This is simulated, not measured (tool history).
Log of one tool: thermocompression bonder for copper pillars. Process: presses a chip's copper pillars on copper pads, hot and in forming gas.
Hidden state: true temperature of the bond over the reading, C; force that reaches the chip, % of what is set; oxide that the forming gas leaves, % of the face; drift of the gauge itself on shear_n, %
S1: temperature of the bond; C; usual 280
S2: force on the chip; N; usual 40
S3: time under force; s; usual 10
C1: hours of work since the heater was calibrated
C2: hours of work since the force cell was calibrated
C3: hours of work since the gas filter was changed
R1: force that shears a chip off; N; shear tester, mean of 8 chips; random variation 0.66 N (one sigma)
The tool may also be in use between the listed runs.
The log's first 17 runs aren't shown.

run 18 hour=289.8 | S1=280 S2=25 S3=10 | C1=438 C2=865 C3=61 | R1=52.4
run 19 hour=302.6 | S1=280 S2=40 S3=6 | C1=443 C2=871 C3=67 | R1=61.1
run 20 hour=320.6 | S1=280 S2=40 S3=6 | C1=451 C2=879 C3=75 | R1=61.9
run 21 hour=340.1 | S1=280 S2=40 S3=6 | C1=460 C2=887 C3=83 | R1=61.5
run 22 hour=356 | S1=280 S2=40 S3=6 | C1=467 C2=894 C3=90 | R1=62.1
run 23 hour=375.6 | S1=280 S2=40 S3=6 | C1=475 C2=903 C3=99 | R1=62
run 24 hour=389.7 | S1=270 S2=25 S3=19 | C1=482 C2=909 C3=105 | R1=58.6
run 25 hour=404 | S1=276 S2=32 S3=9 | C1=488 C2=915 C3=111 | R1=58
run 26 hour=421.5 | S1=276 S2=32 S3=9 | C1=496 C2=923 C3=119 | R1=57.5
run 27 hour=438.1 | S1=309 S2=28 S3=7 | C1=503 C2=930 C3=126 | R1=69.6
run 28 hour=451.1 | S1=309 S2=28 S3=7 | C1=509 C2=936 C3=132 | R1=68.6
run 29 hour=465.8 | S1=309 S2=28 S3=7 | C1=515 C2=942 C3=139 | R1=68.1
run 30 hour=476.8 | S1=309 S2=34 S3=7 | C1=520 C2=947 C3=143 | R1=76.1
run 31 hour=486.8 | S1=299 S2=28 S3=26 | C1=524 C2=952 C3=148 | R1=88.2
run 32 hour=507.1 | S1=280 S2=49 S3=6 | C1=533 C2=961 C3=157 | R1=69.7
run 33 hour=524.2 | S1=280 S2=25 S3=12 | C1=541 C2=968 C3=164 | R1=55.6
run 34 hour=532.9 | S1=305 S2=25 S3=12 | C1=545 C2=972 C3=168 | R1=73.1
run 35 hour=547 | S1=267 S2=52 S3=12 | C1=551 C2=978 C3=174 | R1=76.2
run 36 hour=567.9 | S1=267 S2=52 S3=12 | C1=560 C2=987 C3=184 | R1=75.8
run 37 hour=583.3 | S1=267 S2=52 S3=12 | C1=567 C2=994 C3=190 | R1=77.2
run 38 hour=603 | S1=267 S2=52 S3=12 | C1=575 C2=1003 C3=199 | R1=77.3
-- hour=607 forming gas filter changed
run 39 hour=613.5 | S1=303 S2=40 S3=28 | C1=580 C2=1007 C3=3 | R1=101.6

5 ways to go on from here, each from the tool as it stands after run 39. What would each give?
run A hour=628.8 | S1=284 S2=45 S3=14 | C1=587 C2=1014 C3=10 | R1=?
run B hour=628.8 | S1=303 S2=44 S3=6 | C1=587 C2=1014 C3=10 | R1=?
run C hour=628.8 | S1=275 S2=40 S3=19 | C1=587 C2=1014 C3=10 | R1=?
run D hour=628.8 | S1=303 S2=40 S3=9 | C1=587 C2=1014 C3=10 | R1=?
run E hour=628.8 | S1=280 S2=40 S3=7 | C1=587 C2=1014 C3=10 | R1=?

run=A R1=87.2
run=B R1=81.9
run=C R1=80.6
run=D R1=85.8
run=E R1=65
Without the tool's hidden state the same runs would have given:
run=A R1=87.2
run=B R1=81.9
run=C R1=80.6
run=D R1=85.8
run=E R1=65

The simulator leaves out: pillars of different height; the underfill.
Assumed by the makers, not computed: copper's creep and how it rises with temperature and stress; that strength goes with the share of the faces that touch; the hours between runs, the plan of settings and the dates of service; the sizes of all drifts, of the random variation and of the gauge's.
